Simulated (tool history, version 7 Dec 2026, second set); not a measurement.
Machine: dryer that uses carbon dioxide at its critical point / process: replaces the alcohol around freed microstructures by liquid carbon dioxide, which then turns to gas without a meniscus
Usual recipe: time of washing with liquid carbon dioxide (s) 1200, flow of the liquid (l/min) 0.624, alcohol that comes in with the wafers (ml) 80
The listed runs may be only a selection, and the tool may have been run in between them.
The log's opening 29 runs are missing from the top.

run,hour,time of washing with liquid carbon dioxide (s),flow of the liquid (l/min),alcohol that comes in with the wafers (ml),alcohol left in the vessel before it's heated (ppm by volume)
30,433.1,1740,0.413,55,292
31,451.1,1740,0.413,55,301
32,462.8,1440,0.413,32,384
33,481.1,1620,0.547,80,204
34,491.3,1200,0.389,80,1833
35,504.2,1200,0.389,80,1824
36,520.3,900,0.418,80,3208
37,533.5,720,0.798,80,1073
38,552.0,840,0.586,35,799
39,567.8,840,0.586,35,802
40,579.5,840,0.586,35,821
41,599.0,1080,0.662,80,498
42,618.1,1740,0.866,23,121
# hour 622.7: inlet filter changed
43,638.6,1740,0.442,28,169
44,651.8,1200,0.479,80,663
45,665.0,1200,0.479,80,674

Each row is a separate what-if for the run after 45, all from the same tool condition, not one after another. Results?
A,685.5,780,0.447,26,?
B,685.5,1200,0.701,80,?
C,685.5,1020,0.844,40,?
D,685.5,1200,0.479,26,?
E,685.5,960,0.516,80,?

run,alcohol left in the vessel before it's heated (ppm by volume)
A,1087
B,204
C,158
D,309
E,1146
With no hidden state in the tool, these same runs would have given:
run,alcohol left in the vessel before it's heated (ppm by volume)
A,928
B,78
C,36
D,175
E,965
